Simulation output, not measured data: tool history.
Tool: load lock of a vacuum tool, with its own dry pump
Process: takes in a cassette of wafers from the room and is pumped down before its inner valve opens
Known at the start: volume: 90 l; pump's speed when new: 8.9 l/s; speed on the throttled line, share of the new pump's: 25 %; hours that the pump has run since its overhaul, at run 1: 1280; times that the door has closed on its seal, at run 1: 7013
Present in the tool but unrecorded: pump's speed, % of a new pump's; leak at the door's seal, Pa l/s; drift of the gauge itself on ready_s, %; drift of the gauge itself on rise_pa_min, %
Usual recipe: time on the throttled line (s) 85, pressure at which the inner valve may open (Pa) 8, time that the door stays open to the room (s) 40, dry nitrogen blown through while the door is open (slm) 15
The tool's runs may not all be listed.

run   hour  time on the throttled line (s)  pressure at which the inner valve may open (Pa)  time that the door stays open to the room (s)  dry nitrogen blown through while the door is open (slm)  hours that the pump has run since its overhaul  times that the door has closed on its seal  incoming humidity of the room's air, %  time from the closed door until the inner valve may open (s)  rise of the pressure with all valves shut (Pa/min)
  1    0.0                              85                                                8                                             40                                                       15                                            1280                                        7013                                    44.2                                                         161.5                                               0.021
  2   39.9                              85                                                8                                             40                                                       15                                            1320                                        7173                                    45.0                                                         161.6                                               0.024
  3  102.1                              85                                                8                                             40                                                       15                                            1382                                        7422                                    43.8                                                         161.8                                               0.019
  4  172.5                              85                                                8                                             40                                                       15                                            1452                                        7703                                    43.6                                                         160.8                                               0.023
  5  260.4                              85                                                8                                             40                                                       15                                            1540                                        8054                                    45.6                                                         159.8                                               0.022
  6  314.5                              85                                                8                                             40                                                       15                                            1594                                        8271                                    47.7                                                         162.6                                               0.026
  7  404.5                              85                                                8                                             40                                                       15                                            1684                                        8631                                    44.4                                                         161.8                                               0.024
  8  443.4                              85                                               13                                             72                                                        8                                            1723                                        8787                                    47.6                                                         155.3                                               0.036
  9  503.1                              53                                               13                                             36                                                        8                                            1783                                        9025                                    45.1                                                         132.5                                               0.027
 10  596.4                             150                                                8                                             40                                                        5                                            1876                                        9398                                    48.5                                                         208.8                                               0.032
 11  688.6                              66                                                8                                             29                                                        5                                            1969                                        9767                                    47.3                                                         149.6                                               0.025
 12  752.6                              79                                                8                                             75                                                       15                                            2033                                       10023                                    46.5                                                         157.4                                               0.032
 13  793.8                              79                                                8                                             75                                                       15                                            2074                                       10188                                    45.0                                                         156.5                                               0.029
 14  841.2                              79                                                8                                             75                                                       15                                            2121                                       10377                                    43.7                                                         156.2                                               0.029

Consider 3 possible next runs. They are alternatives, not a sequence: every one starts from the tool as it was left by run 14. What does each give?
  A  884.0                              43                                                9                                            126                                                       15                                            2164                                       10548                                    46.0                                                             ?                                                   ?
  B  884.0                              79                                                8                                             75                                                       10                                            2164                                       10548                                    45.4                                                             ?                                                   ?
  C  884.0                              55                                                8                                             75                                                        9                                            2164                                       10548                                    47.0                                                             ?                                                   ?

run  time from the closed door until the inner valve may open (s)  rise of the pressure with all valves shut (Pa/min)
  A                                                         130.7                                               0.038
  B                                                         157.9                                               0.038
  C                                                         139.4                                               0.034
Take away the tool's hidden state, keep each run's random variation, and the runs would have read:
run  time from the closed door until the inner valve may open (s)  rise of the pressure with all valves shut (Pa/min)
  A                                                         129.2                                               0.021
  B                                                         156.6                                               0.020
  C                                                         138.0                                               0.017
